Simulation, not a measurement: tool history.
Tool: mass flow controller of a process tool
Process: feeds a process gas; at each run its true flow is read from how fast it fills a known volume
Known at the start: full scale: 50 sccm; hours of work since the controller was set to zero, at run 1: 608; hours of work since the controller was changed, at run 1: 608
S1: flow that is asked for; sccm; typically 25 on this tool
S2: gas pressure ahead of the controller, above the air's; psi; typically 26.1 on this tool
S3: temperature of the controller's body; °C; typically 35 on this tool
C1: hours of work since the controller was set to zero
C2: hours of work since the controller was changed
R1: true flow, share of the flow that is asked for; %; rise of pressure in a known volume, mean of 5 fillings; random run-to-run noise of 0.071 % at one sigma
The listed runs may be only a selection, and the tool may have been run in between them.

| run | hour | S1 | S2 | S3 | C1 | C2 | R1 |
|---|---|---|---|---|---|---|---|
| 1 | 0.0 | 25 | 26.1 | 35 | 608 | 608 | 99.61 |
| 2 | 41.1 | 8 | 26.1 | 35 | 621 | 621 | 99.75 |
| 3 | 75.9 | 25 | 33.6 | 35 | 631 | 631 | 99.42 |
| 4 | 138.1 | 25 | 26.1 | 35 | 650 | 650 | 99.69 |
| 5 | 192.9 | 20 | 26.1 | 35 | 667 | 667 | 99.61 |
| 6 | 249.4 | 25 | 26.1 | 35 | 684 | 684 | 99.66 |
| 7 | 297.9 | 25 | 26.1 | 35 | 699 | 699 | 99.74 |
| 8 | 372.6 | 25 | 26.1 | 35 | 722 | 722 | 99.61 |
| 9 | 438.4 | 29 | 26.1 | 35 | 742 | 742 | 99.67 |
| 10 | 480.6 | 37 | 36.8 | 36 | 755 | 755 | 99.74 |
| 11 | 521.4 | 27 | 21.6 | 23 | 768 | 768 | 99.78 |
| 12 | 575.3 | 27 | 21.6 | 23 | 784 | 784 | 99.52 |
| 13 | 616.4 | 27 | 21.6 | 23 | 797 | 797 | 99.55 |
| 14 | 667.9 | 29 | 23.6 | 23 | 813 | 813 | 99.59 |
| 15 | 740.7 | 25 | 39.9 | 35 | 835 | 835 | 99.51 |
| 16 | 797.2 | 25 | 39.9 | 29 | 852 | 852 | 99.35 |
| 17 | 836.9 | 25 | 39.9 | 29 | 864 | 864 | 99.26 |

Results for each run, recomputed without the tool's hidden state and with each run's random variation untouched:
Hidden state present: flow at rest that the sensor doesn't see, % of full scale; true flow over the shown one, %; drift of the gauge itself on true_pct, %.
| run | R1 |
|---|---|
| 1 | 99.36 |
| 2 | 98.83 |
| 3 | 99.16 |
| 4 | 99.43 |
| 5 | 99.26 |
| 6 | 99.39 |
| 7 | 99.46 |
| 8 | 99.33 |
| 9 | 99.43 |
| 10 | 99.57 |
| 11 | 99.51 |
| 12 | 99.25 |
| 13 | 99.28 |
| 14 | 99.34 |
| 15 | 99.21 |
| 16 | 99.04 |
| 17 | 98.95 |

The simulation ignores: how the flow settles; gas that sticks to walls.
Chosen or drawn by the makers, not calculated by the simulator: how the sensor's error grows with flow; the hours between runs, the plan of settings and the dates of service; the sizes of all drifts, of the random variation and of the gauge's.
